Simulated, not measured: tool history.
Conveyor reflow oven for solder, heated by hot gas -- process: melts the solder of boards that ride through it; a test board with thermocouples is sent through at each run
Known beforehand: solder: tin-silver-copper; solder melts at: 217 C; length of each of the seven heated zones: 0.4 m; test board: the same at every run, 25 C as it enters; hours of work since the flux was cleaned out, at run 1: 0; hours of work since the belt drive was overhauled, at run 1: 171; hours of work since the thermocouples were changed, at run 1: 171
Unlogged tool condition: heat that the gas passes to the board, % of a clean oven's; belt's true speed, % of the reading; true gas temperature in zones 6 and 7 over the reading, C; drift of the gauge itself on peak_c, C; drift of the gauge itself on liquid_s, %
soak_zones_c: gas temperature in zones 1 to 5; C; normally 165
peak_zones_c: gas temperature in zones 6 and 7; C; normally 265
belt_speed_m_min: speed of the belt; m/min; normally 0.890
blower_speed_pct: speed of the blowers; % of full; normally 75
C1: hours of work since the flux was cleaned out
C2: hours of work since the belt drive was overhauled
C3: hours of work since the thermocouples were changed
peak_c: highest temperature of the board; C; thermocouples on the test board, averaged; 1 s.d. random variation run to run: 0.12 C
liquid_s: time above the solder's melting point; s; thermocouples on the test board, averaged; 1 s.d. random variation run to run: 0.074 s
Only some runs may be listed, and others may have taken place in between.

{"run": 1, "hour": 0.0, "soak_zones_c": 165, "peak_zones_c": 265, "belt_speed_m_min": 0.89, "blower_speed_pct": 75, "C1": 0, "C2": 171, "C3": 171, "peak_c": 252.4, "liquid_s": 39.2}
{"run": 2, "hour": 9.2, "soak_zones_c": 165, "peak_zones_c": 265, "belt_speed_m_min": 0.89, "blower_speed_pct": 75, "C1": 5, "C2": 176, "C3": 176, "peak_c": 252.1, "liquid_s": 39.26}
{"run": 3, "hour": 21.9, "soak_zones_c": 165, "peak_zones_c": 265, "belt_speed_m_min": 0.89, "blower_speed_pct": 75, "C1": 12, "C2": 183, "C3": 183, "peak_c": 252.3, "liquid_s": 39.01}
{"run": 4, "hour": 35.9, "soak_zones_c": 165, "peak_zones_c": 265, "belt_speed_m_min": 0.843, "blower_speed_pct": 75, "C1": 20, "C2": 190, "C3": 190, "peak_c": 253.7, "liquid_s": 42.27}
{"run": 5, "hour": 49.3, "soak_zones_c": 165, "peak_zones_c": 265, "belt_speed_m_min": 0.89, "blower_speed_pct": 75, "C1": 27, "C2": 198, "C3": 198, "peak_c": 252.1, "liquid_s": 39.14}
{"run": 6, "hour": 56.8, "soak_zones_c": 165, "peak_zones_c": 265, "belt_speed_m_min": 0.89, "blower_speed_pct": 75, "C1": 31, "C2": 202, "C3": 202, "peak_c": 252.2, "liquid_s": 39.17}
{"run": 7, "hour": 71.0, "soak_zones_c": 165, "peak_zones_c": 265, "belt_speed_m_min": 0.89, "blower_speed_pct": 75, "C1": 39, "C2": 210, "C3": 210, "peak_c": 252.1, "liquid_s": 39.02}
{"run": 8, "hour": 81.0, "soak_zones_c": 165, "peak_zones_c": 265, "belt_speed_m_min": 0.89, "blower_speed_pct": 75, "C1": 44, "C2": 215, "C3": 215, "peak_c": 252.2, "liquid_s": 39.03}
{"run": 9, "hour": 87.9, "soak_zones_c": 165, "peak_zones_c": 265, "belt_speed_m_min": 0.89, "blower_speed_pct": 75, "C1": 48, "C2": 219, "C3": 219, "peak_c": 252.2, "liquid_s": 39.03}
{"run": 10, "hour": 97.4, "soak_zones_c": 165, "peak_zones_c": 265, "belt_speed_m_min": 0.966, "blower_speed_pct": 75, "C1": 53, "C2": 224, "C3": 224, "peak_c": 249.7, "liquid_s": 34.38}
{"run": 11, "hour": 110.7, "soak_zones_c": 157, "peak_zones_c": 265, "belt_speed_m_min": 0.89, "blower_speed_pct": 75, "C1": 61, "C2": 231, "C3": 231, "peak_c": 251.2, "liquid_s": 36.81}
{"run": 12, "hour": 120.4, "soak_zones_c": 157, "peak_zones_c": 265, "belt_speed_m_min": 0.89, "blower_speed_pct": 75, "C1": 66, "C2": 237, "C3": 237, "peak_c": 251.1, "liquid_s": 36.76}
{"run": 13, "hour": 134.8, "soak_zones_c": 157, "peak_zones_c": 265, "belt_speed_m_min": 0.89, "blower_speed_pct": 75, "C1": 74, "C2": 245, "C3": 245, "peak_c": 251.0, "liquid_s": 36.83}
{"run": 14, "hour": 147.9, "soak_zones_c": 157, "peak_zones_c": 265, "belt_speed_m_min": 0.89, "blower_speed_pct": 75, "C1": 81, "C2": 252, "C3": 252, "peak_c": 251.3, "liquid_s": 36.85}
{"run": 15, "hour": 158.2, "soak_zones_c": 165, "peak_zones_c": 265, "belt_speed_m_min": 0.89, "blower_speed_pct": 82, "C1": 87, "C2": 257, "C3": 257, "peak_c": 253.3, "liquid_s": 39.78}
{"run": 16, "hour": 169.1, "soak_zones_c": 165, "peak_zones_c": 265, "belt_speed_m_min": 0.89, "blower_speed_pct": 82, "C1": 93, "C2": 263, "C3": 263, "peak_c": 253.0, "liquid_s": 39.74}
{"run": 17, "hour": 179.2, "soak_zones_c": 165, "peak_zones_c": 265, "belt_speed_m_min": 0.89, "blower_speed_pct": 82, "C1": 98, "C2": 269, "C3": 269, "peak_c": 253.1, "liquid_s": 39.72}
{"run": 18, "hour": 190.3, "soak_zones_c": 165, "peak_zones_c": 265, "belt_speed_m_min": 0.89, "blower_speed_pct": 82, "C1": 104, "C2": 275, "C3": 275, "peak_c": 253.0, "liquid_s": 39.7}
{"run": 19, "hour": 203.7, "soak_zones_c": 151, "peak_zones_c": 257, "belt_speed_m_min": 0.871, "blower_speed_pct": 65, "C1": 112, "C2": 282, "C3": 282, "peak_c": 242.0, "liquid_s": 30.98}
{"run": 20, "hour": 212.3, "soak_zones_c": 158, "peak_zones_c": 257, "belt_speed_m_min": 0.731, "blower_speed_pct": 83, "C1": 116, "C2": 287, "C3": 287, "peak_c": 249.6, "liquid_s": 46.81}
{"run": 21, "hour": 223.4, "soak_zones_c": 166, "peak_zones_c": 258, "belt_speed_m_min": 0.793, "blower_speed_pct": 56, "C1": 122, "C2": 293, "C3": 293, "peak_c": 246.1, "liquid_s": 40.85}
{"run": 22, "hour": 237.8, "soak_zones_c": 166, "peak_zones_c": 258, "belt_speed_m_min": 0.793, "blower_speed_pct": 56, "C1": 130, "C2": 301, "C3": 301, "peak_c": 246.0, "liquid_s": 40.74}
{"run": 23, "hour": 249.2, "soak_zones_c": 165, "peak_zones_c": 258, "belt_speed_m_min": 0.89, "blower_speed_pct": 75, "C1": 137, "C2": 307, "C3": 307, "peak_c": 245.6, "liquid_s": 35.78}
{"run": 24, "hour": 260.8, "soak_zones_c": 165, "peak_zones_c": 258, "belt_speed_m_min": 0.89, "blower_speed_pct": 75, "C1": 143, "C2": 314, "C3": 314, "peak_c": 245.8, "liquid_s": 35.78}

Below are 4 alternative next runs, each starting from the tool's condition after run 24. Predict each:
{"run": "A", "hour": 270.6, "soak_zones_c": 170, "peak_zones_c": 265, "belt_speed_m_min": 0.89, "blower_speed_pct": 64, "C1": 148, "C2": 319, "C3": 319, "peak_c": "?", "liquid_s": "?"}
{"run": "B", "hour": 270.6, "soak_zones_c": 165, "peak_zones_c": 265, "belt_speed_m_min": 0.89, "blower_speed_pct": 62, "C1": 148, "C2": 319, "C3": 319, "peak_c": "?", "liquid_s": "?"}
{"run": "C", "hour": 270.6, "soak_zones_c": 178, "peak_zones_c": 258, "belt_speed_m_min": 0.89, "blower_speed_pct": 75, "C1": 148, "C2": 319, "C3": 319, "peak_c": "?", "liquid_s": "?"}
{"run": "D", "hour": 270.6, "soak_zones_c": 165, "peak_zones_c": 258, "belt_speed_m_min": 1.021, "blower_speed_pct": 61, "C1": 148, "C2": 319, "C3": 319, "peak_c": "?", "liquid_s": "?"}

run=A peak_c=251.5 liquid_s=39.40
run=B peak_c=250.3 liquid_s=37.59
run=C peak_c=247.5 liquid_s=39.99
run=D peak_c=239.2 liquid_s=25.88
Take away the tool's hidden state, keep each run's random variation, and the runs would have read:
run=A peak_c=251.5 liquid_s=39.43
run=B peak_c=250.3 liquid_s=37.62
run=C peak_c=247.6 liquid_s=40.02
run=D peak_c=239.3 liquid_s=25.92
